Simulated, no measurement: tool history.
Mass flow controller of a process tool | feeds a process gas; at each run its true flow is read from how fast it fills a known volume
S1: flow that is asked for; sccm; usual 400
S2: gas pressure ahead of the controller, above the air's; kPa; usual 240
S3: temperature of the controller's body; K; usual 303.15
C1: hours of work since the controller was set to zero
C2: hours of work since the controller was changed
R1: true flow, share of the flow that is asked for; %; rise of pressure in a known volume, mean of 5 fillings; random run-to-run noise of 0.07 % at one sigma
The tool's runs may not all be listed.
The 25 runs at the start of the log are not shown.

{"run": 26, "hour": 7929.5, "S1": 911, "S2": 205, "S3": 303.15, "C1": 552, "C2": 6231, "R1": 98.45}
{"run": 27, "hour": 8254.9, "S1": 759, "S2": 214, "S3": 301.15, "C1": 713, "C2": 6391, "R1": 97.86}
{"run": 28, "hour": 8464.9, "S1": 759, "S2": 168, "S3": 294.15, "C1": 816, "C2": 6495, "R1": 97.07}
{"run": 29, "hour": 8690.9, "S1": 119, "S2": 240, "S3": 305.15, "C1": 928, "C2": 6607, "R1": 95.21}
{"run": 30, "hour": 8932.1, "S1": 119, "S2": 240, "S3": 305.15, "C1": 1047, "C2": 6726, "R1": 94.92}
{"run": 31, "hour": 9173.4, "S1": 119, "S2": 240, "S3": 305.15, "C1": 1166, "C2": 6845, "R1": 94.95}
{"run": 32, "hour": 9488.6, "S1": 111, "S2": 240, "S3": 294.15, "C1": 1322, "C2": 7000, "R1": 93.84}
{"run": 33, "hour": 9698.0, "S1": 400, "S2": 150, "S3": 310.15, "C1": 1425, "C2": 7104, "R1": 96.4}
{"run": 34, "hour": 10131.3, "S1": 400, "S2": 150, "S3": 310.15, "C1": 1639, "C2": 7318, "R1": 96.14}
{"run": 35, "hour": 10346.6, "S1": 103, "S2": 218, "S3": 298.15, "C1": 1745, "C2": 7424, "R1": 93.27}
{"run": 36, "hour": 10602.9, "S1": 400, "S2": 143, "S3": 300.15, "C1": 1872, "C2": 7550, "R1": 95.38}
{"run": 37, "hour": 10945.4, "S1": 400, "S2": 143, "S3": 300.15, "C1": 2041, "C2": 7719, "R1": 95.37}
{"run": 38, "hour": 11313.0, "S1": 400, "S2": 143, "S3": 300.15, "C1": 2222, "C2": 7901, "R1": 95.26}
{"run": 39, "hour": 11559.9, "S1": 400, "S2": 143, "S3": 300.15, "C1": 2344, "C2": 8023, "R1": 95.25}
{"run": 40, "hour": 11806.8, "S1": 400, "S2": 143, "S3": 300.15, "C1": 2466, "C2": 8145, "R1": 95.14}
{"run": 41, "hour": 12222.1, "S1": 126, "S2": 259, "S3": 311.15, "C1": 2671, "C2": 8350, "R1": 93.89}
{"run": 42, "hour": 12638.8, "S1": 150, "S2": 272, "S3": 299.15, "C1": 2877, "C2": 8555, "R1": 93.67}
{"run": 43, "hour": 12919.9, "S1": 183, "S2": 170, "S3": 307.15, "C1": 3015, "C2": 8694, "R1": 93.69}
{"hour": 13166.1, "done": "controller exchanged for a calibrated one"}
{"run": 44, "hour": 13372.4, "S1": 183, "S2": 170, "S3": 307.15, "C1": 102, "C2": 102, "R1": 97.2}
{"run": 45, "hour": 13647.3, "S1": 400, "S2": 154, "S3": 302.15, "C1": 238, "C2": 238, "R1": 97.56}
{"run": 46, "hour": 13875.1, "S1": 205, "S2": 260, "S3": 300.15, "C1": 350, "C2": 350, "R1": 97.44}
{"run": 47, "hour": 14211.1, "S1": 166, "S2": 248, "S3": 303.15, "C1": 516, "C2": 516, "R1": 97.07}

Below are 4 alternative next runs, each starting from the tool's condition after run 47. Predict each:
{"run": "A", "hour": 14514.8, "S1": 400, "S2": 168, "S3": 303.15, "C1": 666, "C2": 666, "R1": "?"}
{"run": "B", "hour": 14514.8, "S1": 400, "S2": 240, "S3": 310.15, "C1": 666, "C2": 666, "R1": "?"}
{"run": "C", "hour": 14514.8, "S1": 966, "S2": 147, "S3": 301.15, "C1": 666, "C2": 666, "R1": "?"}
{"run": "D", "hour": 14514.8, "S1": 166, "S2": 248, "S3": 294.15, "C1": 666, "C2": 666, "R1": "?"}

run=A R1=97.50
run=B R1=98.46
run=C R1=99.22
run=D R1=96.53
The same runs, with their run-to-run variation unchanged, on a tool lacking any hidden condition would have given:
run=A R1=98.10
run=B R1=99.06
run=C R1=99.70
run=D R1=97.44
